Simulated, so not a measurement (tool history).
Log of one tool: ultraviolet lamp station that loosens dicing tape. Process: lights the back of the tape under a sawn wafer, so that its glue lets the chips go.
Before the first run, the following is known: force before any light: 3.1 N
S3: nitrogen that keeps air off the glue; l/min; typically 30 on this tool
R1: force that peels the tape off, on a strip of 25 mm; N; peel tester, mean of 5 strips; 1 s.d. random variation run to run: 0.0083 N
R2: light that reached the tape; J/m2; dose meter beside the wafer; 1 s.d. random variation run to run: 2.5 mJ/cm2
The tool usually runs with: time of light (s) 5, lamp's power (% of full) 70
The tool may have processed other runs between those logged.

{"run": 1, "hour": 0.0, "time of light (s)": 5, "lamp's power (% of full)": 70, "S3": 30, "R1": 0.526, "R2": 2060}
{"run": 2, "hour": 32.2, "time of light (s)": 5, "lamp's power (% of full)": 70, "S3": 30, "R1": 0.55, "R2": 2010}
{"run": 3, "hour": 63.0, "time of light (s)": 5, "lamp's power (% of full)": 70, "S3": 30, "R1": 0.564, "R2": 2060}
{"run": 4, "hour": 98.7, "time of light (s)": 5, "lamp's power (% of full)": 70, "S3": 30, "R1": 0.542, "R2": 1960}
{"run": 5, "hour": 156.1, "time of light (s)": 5, "lamp's power (% of full)": 70, "S3": 30, "R1": 0.564, "R2": 1920}
{"run": 6, "hour": 188.1, "time of light (s)": 2, "lamp's power (% of full)": 70, "S3": 30, "R1": 1.551, "R2": 790}
{"run": 7, "hour": 221.5, "time of light (s)": 5, "lamp's power (% of full)": 81, "S3": 30, "R1": 0.504, "R2": 2190}
{"run": 8, "hour": 266.6, "time of light (s)": 5, "lamp's power (% of full)": 81, "S3": 58, "R1": 0.443, "R2": 2170}
{"hour": 279.7, "done": "window cleaned of glue's vapour"}
{"run": 9, "hour": 318.4, "time of light (s)": 4, "lamp's power (% of full)": 81, "S3": 58, "R1": 0.711, "R2": 1560}
{"run": 10, "hour": 346.2, "time of light (s)": 4, "lamp's power (% of full)": 81, "S3": 58, "R1": 0.713, "R2": 1510}
{"run": 11, "hour": 392.5, "time of light (s)": 9, "lamp's power (% of full)": 83, "S3": 47, "R1": 0.258, "R2": 3420}
{"run": 12, "hour": 455.4, "time of light (s)": 9, "lamp's power (% of full)": 83, "S3": 47, "R1": 0.265, "R2": 3370}
{"run": 13, "hour": 508.0, "time of light (s)": 5, "lamp's power (% of full)": 99, "S3": 13, "R1": 0.63, "R2": 2170}
{"hour": 543.6, "done": "window cleaned of glue's vapour, once more"}
{"run": 14, "hour": 571.2, "time of light (s)": 5, "lamp's power (% of full)": 69, "S3": 57, "R1": 0.52, "R2": 1880}
{"run": 15, "hour": 606.4, "time of light (s)": 5, "lamp's power (% of full)": 69, "S3": 57, "R1": 0.552, "R2": 1880}
{"run": 16, "hour": 638.3, "time of light (s)": 5, "lamp's power (% of full)": 69, "S3": 57, "R1": 0.554, "R2": 1830}
{"run": 17, "hour": 673.2, "time of light (s)": 5, "lamp's power (% of full)": 69, "S3": 57, "R1": 0.574, "R2": 1820}
{"run": 18, "hour": 722.3, "time of light (s)": 3, "lamp's power (% of full)": 94, "S3": 14, "R1": 0.986, "R2": 1450}

5 options for the next run, each taken on its own from the tool as it stands now. Forecast them:
{"run": "A", "hour": 760.5, "time of light (s)": 2, "lamp's power (% of full)": 70, "S3": 30, "R1": "?", "R2": "?"}
{"run": "B", "hour": 760.5, "time of light (s)": 3, "lamp's power (% of full)": 93, "S3": 17, "R1": "?", "R2": "?"}
{"run": "C", "hour": 760.5, "time of light (s)": 4, "lamp's power (% of full)": 95, "S3": 30, "R1": "?", "R2": "?"}
{"run": "D", "hour": 760.5, "time of light (s)": 2, "lamp's power (% of full)": 82, "S3": 14, "R1": "?", "R2": "?"}
{"run": "E", "hour": 760.5, "time of light (s)": 3, "lamp's power (% of full)": 70, "S3": 30, "R1": "?", "R2": "?"}

run=A R1=1.601 R2=690
run=B R1=0.996 R2=1430
run=C R1=0.578 R2=1920
run=D R1=1.651 R2=820
run=E R1=1.139 R2=1070
Stripped of hidden state, with their random variation kept, the same runs would have yielded:
run=A R1=1.047 R2=1170
run=B R1=0.534 R2=2380
run=C R1=0.292 R2=3210
run=D R1=1.082 R2=1380
run=E R1=0.639 R2=1780
